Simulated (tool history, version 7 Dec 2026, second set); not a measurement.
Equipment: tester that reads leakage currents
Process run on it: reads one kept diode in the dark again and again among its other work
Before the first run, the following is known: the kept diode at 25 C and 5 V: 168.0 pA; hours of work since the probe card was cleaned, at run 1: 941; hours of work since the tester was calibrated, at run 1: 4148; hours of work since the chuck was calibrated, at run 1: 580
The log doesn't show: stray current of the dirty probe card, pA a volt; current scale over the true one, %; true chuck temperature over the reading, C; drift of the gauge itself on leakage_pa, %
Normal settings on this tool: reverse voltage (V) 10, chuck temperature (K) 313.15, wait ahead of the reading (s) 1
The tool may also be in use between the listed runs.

run,day,reverse voltage (V),chuck temperature (K),wait ahead of the reading (s),hours of work since the probe card was cleaned,hours of work since the tester was calibrated,hours of work since the chuck was calibrated,current that the tester gives (pA)
1,0,10,313.15,1,941,4148,580,956.89
2,6.45,10,313.15,1,1048,4255,687,970.24
3,12.542,14.6,313.15,1,1149,4356,788,1193.95
# day 17.358: tester calibrated
# day 17.442: chuck's temperature calibrated
4,19.317,14.6,313.15,1,1259,31,31,1352.66
5,25.679,14.6,313.15,1,1364,137,137,1369.27
6,31.183,14.6,313.15,1,1456,228,228,1396.88
7,35.104,10,315.15,0.42,1521,293,293,1380.05
# day 40.729: chuck's temperature calibrated, once more
8,40.85,10,315.15,0.42,1615,387,2,1050.93
9,46.9,2.9,294.15,1.71,1716,488,102,90.72

Estimate the outcome of run 10 from the log above:
10,52.296,1.1,295.15,1.71,1805,577,192,?

{"run 10": {"current that the tester gives (pA)": 63.73}}
With the hidden condition absent and the run-to-run variation left alone, this run would have shown current that the tester gives (pA) 61.2.
